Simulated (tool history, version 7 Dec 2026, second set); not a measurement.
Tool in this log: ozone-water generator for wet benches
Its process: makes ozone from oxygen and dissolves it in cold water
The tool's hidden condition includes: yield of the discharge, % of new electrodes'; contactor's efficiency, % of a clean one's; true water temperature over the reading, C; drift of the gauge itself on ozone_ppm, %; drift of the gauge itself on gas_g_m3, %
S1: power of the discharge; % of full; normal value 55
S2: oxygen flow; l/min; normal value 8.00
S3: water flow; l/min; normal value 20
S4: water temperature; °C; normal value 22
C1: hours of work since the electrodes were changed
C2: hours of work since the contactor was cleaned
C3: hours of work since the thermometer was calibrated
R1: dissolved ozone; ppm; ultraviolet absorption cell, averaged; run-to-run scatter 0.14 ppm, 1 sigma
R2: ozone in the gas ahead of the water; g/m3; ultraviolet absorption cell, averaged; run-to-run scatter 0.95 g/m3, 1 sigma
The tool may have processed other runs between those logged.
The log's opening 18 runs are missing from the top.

| run | hour | S1 | S2 | S3 | S4 | C1 | C2 | C3 | R1 | R2 |
|---|---|---|---|---|---|---|---|---|---|---|
| 19 | 595.1 | 49 | 8.00 | 20 | 29 | 1808 | 4223 | 1103 | 10.8 | 139.6 |
| 20 | 637.4 | 49 | 8.00 | 20 | 29 | 1848 | 4263 | 1144 | 10.5 | 139.3 |
| 21 | 662.5 | 49 | 8.00 | 20 | 29 | 1873 | 4288 | 1168 | 10.9 | 139.1 |
| 22 | 685.3 | 43 | 4.10 | 22 | 16 | 1895 | 4310 | 1190 | 10.9 | 177.8 |
| 23 | 709.7 | 83 | 10.51 | 22 | 16 | 1918 | 4333 | 1214 | 19.4 | 191.5 |
| 24 | 745.5 | 83 | 10.51 | 22 | 16 | 1953 | 4368 | 1248 | 19.0 | 191.9 |
| 25 | 786.9 | 83 | 10.51 | 22 | 16 | 1993 | 4408 | 1288 | 19.2 | 189.9 |
| 26 | 810.6 | 83 | 10.51 | 22 | 16 | 2016 | 4431 | 1311 | 19.2 | 190.2 |
| 27 | 850.5 | 55 | 4.42 | 20 | 29 | 2054 | 4469 | 1350 | 12.7 | 211.4 |
| 28 | 894.2 | 55 | 4.42 | 20 | 29 | 2096 | 4511 | 1392 | 12.4 | 213.0 |
| 29 | 927.9 | 55 | 4.42 | 20 | 29 | 2129 | 4544 | 1424 | 12.4 | 212.7 |
| 30 | 956.3 | 55 | 8.00 | 20 | 22 | 2156 | 4571 | 1452 | 13.2 | 152.9 |
| 31 | 1002.5 | 55 | 8.00 | 20 | 22 | 2201 | 4616 | 1496 | 13.3 | 153.1 |
| 32 | 1029.9 | 55 | 8.00 | 20 | 21 | 2228 | 4642 | 1523 | 13.5 | 153.7 |

5 options for the next run, each taken on its own from the tool as it stands now. Forecast them:
| A | 1075.5 | 55 | 11.18 | 23 | 17 | 2272 | 4686 | 1567 | ? | ? |
| B | 1075.5 | 46 | 8.00 | 20 | 20 | 2272 | 4686 | 1567 | ? | ? |
| C | 1075.5 | 61 | 11.75 | 18 | 21 | 2272 | 4686 | 1567 | ? | ? |
| D | 1075.5 | 55 | 10.35 | 24 | 21 | 2272 | 4686 | 1567 | ? | ? |
| E | 1075.5 | 60 | 8.00 | 30 | 22 | 2272 | 4686 | 1567 | ? | ? |

| run | R1 | R2 |
|---|---|---|
| A | 12.3 | 125.8 |
| B | 11.6 | 130.2 |
| C | 14.9 | 136.3 |
| D | 11.2 | 132.0 |
| E | 10.2 | 164.9 |
With the hidden condition removed and each run's random variation left untouched, the same runs would have given:
| run | R1 | R2 |
|---|---|---|
| A | 14.6 | 132.7 |
| B | 13.5 | 135.8 |
| C | 17.7 | 144.7 |
| D | 13.3 | 139.2 |
| E | 12.2 | 174.8 |
